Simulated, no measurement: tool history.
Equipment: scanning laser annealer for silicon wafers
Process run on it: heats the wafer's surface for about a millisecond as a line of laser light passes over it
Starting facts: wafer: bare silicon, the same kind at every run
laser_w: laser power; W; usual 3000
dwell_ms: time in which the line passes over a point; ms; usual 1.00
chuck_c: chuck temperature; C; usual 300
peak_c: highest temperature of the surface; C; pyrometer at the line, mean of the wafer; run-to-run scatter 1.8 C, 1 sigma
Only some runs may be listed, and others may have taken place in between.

run 1 hour=0.0 | laser_w=3000 dwell_ms=1.00 chuck_c=300 | peak_c=1019
run 2 hour=11.2 | laser_w=3000 dwell_ms=1.00 chuck_c=300 | peak_c=1017
run 3 hour=23.5 | laser_w=3000 dwell_ms=1.00 chuck_c=300 | peak_c=1018
run 4 hour=36.5 | laser_w=3000 dwell_ms=1.00 chuck_c=300 | peak_c=1016
run 5 hour=51.8 | laser_w=3000 dwell_ms=1.00 chuck_c=300 | peak_c=1014
run 6 hour=65.1 | laser_w=3000 dwell_ms=1.00 chuck_c=300 | peak_c=1018
run 7 hour=75.8 | laser_w=3000 dwell_ms=1.00 chuck_c=300 | peak_c=1015
run 8 hour=94.5 | laser_w=3000 dwell_ms=1.00 chuck_c=300 | peak_c=1015
run 9 hour=115.6 | laser_w=3000 dwell_ms=1.00 chuck_c=300 | peak_c=1012
run 10 hour=126.8 | laser_w=3000 dwell_ms=1.00 chuck_c=300 | peak_c=1013
run 11 hour=146.8 | laser_w=3000 dwell_ms=1.00 chuck_c=300 | peak_c=1012
run 12 hour=165.7 | laser_w=3000 dwell_ms=1.00 chuck_c=300 | peak_c=1013
run 13 hour=176.4 | laser_w=3000 dwell_ms=1.00 chuck_c=300 | peak_c=1014
run 14 hour=190.5 | laser_w=3297 dwell_ms=1.00 chuck_c=300 | peak_c=1081
run 15 hour=206.4 | laser_w=3297 dwell_ms=1.00 chuck_c=300 | peak_c=1079
run 16 hour=217.6 | laser_w=3297 dwell_ms=1.00 chuck_c=300 | peak_c=1082
run 17 hour=229.2 | laser_w=3000 dwell_ms=1.00 chuck_c=300 | peak_c=1012
run 18 hour=243.3 | laser_w=3000 dwell_ms=1.00 chuck_c=300 | peak_c=1008
run 19 hour=262.5 | laser_w=3000 dwell_ms=1.00 chuck_c=279 | peak_c=994
run 20 hour=277.0 | laser_w=3000 dwell_ms=1.01 chuck_c=300 | peak_c=1011
run 21 hour=297.5 | laser_w=2862 dwell_ms=0.93 chuck_c=291 | peak_c=945
run 22 hour=316.9 | laser_w=3133 dwell_ms=0.93 chuck_c=280 | peak_c=995
run 23 hour=336.8 | laser_w=2851 dwell_ms=0.81 chuck_c=324 | peak_c=930
run 24 hour=355.7 | laser_w=2851 dwell_ms=0.81 chuck_c=324 | peak_c=932
run 25 hour=369.1 | laser_w=3254 dwell_ms=0.89 chuck_c=312 | peak_c=1035
run 26 hour=381.9 | laser_w=3254 dwell_ms=0.89 chuck_c=312 | peak_c=1031

What does the tool deliver on the next run?
-- hour=385.3 window over the wafer cleaned
run 27 hour=397.0 | laser_w=3118 dwell_ms=0.98 chuck_c=300 | peak_c=?

{"run 27": {"peak_c": 1067}}
Take away the tool's hidden state, keep the run-to-run variation as it was, and the same run would have given peak_c 1080 C.

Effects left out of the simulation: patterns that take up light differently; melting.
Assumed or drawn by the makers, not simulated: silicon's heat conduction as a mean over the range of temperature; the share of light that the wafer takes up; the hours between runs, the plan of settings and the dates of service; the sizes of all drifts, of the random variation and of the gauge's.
